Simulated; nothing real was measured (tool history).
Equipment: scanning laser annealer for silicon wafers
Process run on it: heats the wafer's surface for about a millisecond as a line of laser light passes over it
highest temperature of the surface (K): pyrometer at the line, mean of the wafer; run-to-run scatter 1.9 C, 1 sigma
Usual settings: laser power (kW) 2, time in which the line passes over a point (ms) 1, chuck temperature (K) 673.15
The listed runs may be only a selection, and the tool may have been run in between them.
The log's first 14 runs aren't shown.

| run | hour | laser power (kW) | time in which the line passes over a point (ms) | chuck temperature (K) | hours of work since the window was cleaned | hours of work since the power meter was calibrated | hours of work since the optics were aligned | highest temperature of the surface (K) |
|---|---|---|---|---|---|---|---|---|
| 15 | 341.4 | 2 | 1.04 | 673.15 | 527 | 241 | 644 | 1464.15 |
| 16 | 368.2 | 2 | 1.04 | 673.15 | 539 | 253 | 656 | 1461.15 |
| 17 | 385.1 | 2 | 1 | 677.15 | 547 | 260 | 663 | 1454.15 |
| 18 | 405.6 | 2 | 0.8 | 673.15 | 556 | 270 | 672 | 1373.15 |
| 19 | 419 | 2 | 0.8 | 673.15 | 562 | 276 | 678 | 1370.15 |
| 20 | 436 | 2 | 1 | 673.15 | 569 | 283 | 686 | 1444.15 |
|  | 443 | window over the wafer cleaned |
| 21 | 457.1 | 2 | 1 | 673.15 | 6 | 292 | 694 | 1485.15 |
| 22 | 484.3 | 1.944 | 1.18 | 710.15 | 18 | 304 | 707 | 1567.15 |
| 23 | 513.1 | 1.944 | 0.9 | 710.15 | 31 | 317 | 720 | 1460.15 |
| 24 | 543.7 | 1.715 | 0.79 | 697.15 | 45 | 330 | 733 | 1323.15 |
| 25 | 558.5 | 1.715 | 0.79 | 697.15 | 52 | 337 | 740 | 1324.15 |
| 26 | 576.3 | 1.898 | 0.82 | 641.15 | 60 | 345 | 748 | 1342.15 |
| 27 | 596.1 | 2.016 | 0.77 | 652.15 | 68 | 354 | 757 | 1372.15 |
| 28 | 610.1 | 1.708 | 0.86 | 686.15 | 75 | 360 | 763 | 1335.15 |
| 29 | 641.7 | 1.708 | 1.15 | 686.15 | 89 | 374 | 777 | 1428.15 |
| 30 | 673.5 | 2 | 0.75 | 673.15 | 103 | 389 | 791 | 1376.15 |
| 31 | 687.7 | 1.974 | 0.86 | 640.15 | 109 | 395 | 798 | 1384.15 |
| 32 | 702.5 | 1.709 | 1 | 673.15 | 116 | 402 | 804 | 1365.15 |
| 33 | 721.3 | 1.709 | 1 | 673.15 | 125 | 410 | 813 | 1365.15 |
| 34 | 752.6 | 1.709 | 1 | 673.15 | 139 | 424 | 827 | 1366.15 |
| 35 | 778.2 | 1.845 | 1.05 | 673.15 | 150 | 435 | 838 | 1433.15 |
| 36 | 796.5 | 2 | 0.83 | 673.15 | 158 | 444 | 846 | 1408.15 |
| 37 | 810.9 | 2.086 | 1.01 | 673.15 | 165 | 450 | 853 | 1517.15 |
| 38 | 824 | 2.062 | 1 | 687.15 | 170 | 456 | 859 | 1511.15 |

Forecast run 39:
| 39 | 845.8 | 2 | 1.07 | 694.15 | 180 | 466 | 868 | ? |

{"run 39": {"highest temperature of the surface (K)": 1518.15}}
With no hidden state in the tool, this same run would have given highest temperature of the surface (K) 1542.15.
